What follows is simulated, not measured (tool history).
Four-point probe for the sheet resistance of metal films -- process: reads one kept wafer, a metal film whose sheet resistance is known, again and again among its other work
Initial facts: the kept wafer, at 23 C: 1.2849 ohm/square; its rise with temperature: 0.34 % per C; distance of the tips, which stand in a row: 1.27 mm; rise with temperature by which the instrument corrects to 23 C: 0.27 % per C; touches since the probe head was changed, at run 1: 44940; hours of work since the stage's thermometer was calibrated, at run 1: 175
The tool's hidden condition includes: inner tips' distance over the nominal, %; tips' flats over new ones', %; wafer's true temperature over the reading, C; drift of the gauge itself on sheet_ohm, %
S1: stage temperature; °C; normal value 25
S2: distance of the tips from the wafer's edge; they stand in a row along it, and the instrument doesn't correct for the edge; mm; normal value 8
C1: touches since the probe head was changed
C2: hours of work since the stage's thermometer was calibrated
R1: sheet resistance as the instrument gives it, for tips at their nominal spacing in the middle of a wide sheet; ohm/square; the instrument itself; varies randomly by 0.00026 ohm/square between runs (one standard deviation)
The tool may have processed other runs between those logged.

Run 1, hour 0: usual settings; C1 44940; C2 175. Result: R1 1.312089 ohm/square.
Run 2, hour 18.3: usual settings; C1 45686; C2 189. Result: R1 1.311993 ohm/square.
Run 3, hour 36.8: usual settings; C1 46438; C2 203. Result: R1 1.312684 ohm/square.
Run 4, hour 51.3: usual settings; C1 47026; C2 214. Result: R1 1.312917 ohm/square.
Run 5, hour 65.6: usual settings; C1 47607; C2 225. Result: R1 1.312323 ohm/square.
Run 6, hour 84.3: usual settings but S1 24 °C, S2 14 mm; C1 48371; C2 239. Result: R1 1.299436 ohm/square.
Run 7, hour 105.7: usual settings but S1 24 °C, S2 14 mm; C1 49240; C2 256. Result: R1 1.299657 ohm/square.
Run 8, hour 131.9: usual settings but S1 20 °C, S2 14 mm; C1 50308; C2 275. Result: R1 1.29619 ohm/square.
Run 9, hour 155.9: usual settings but S1 19 °C, S2 4 mm; C1 51282; C2 294. Result: R1 1.35558 ohm/square.
Run 10, hour 171.2: usual settings but S1 18 °C, S2 9 mm; C1 51904; C2 305. Result: R1 1.30221 ohm/square.

Branching from run 10: 3 alternative next runs. What would each branch give?
Run A, hour 192.7: usual settings but S2 9 mm; C1 52783; C2 321. Result: R1 ?.
Run B, hour 192.7: usual settings but S1 29 °C, S2 41 mm; C1 52783; C2 321. Result: R1 ?.
Run C, hour 192.7: usual settings but S1 24 °C, S2 4 mm; C1 52783; C2 321. Result: R1 ?.

run        R1
  A  1.308733
  B  1.299953
  C  1.360905
Stripped of hidden state, with their random variation kept, the same runs would have yielded:
run        R1
  A  1.300077
  B  1.291344
  C  1.351936
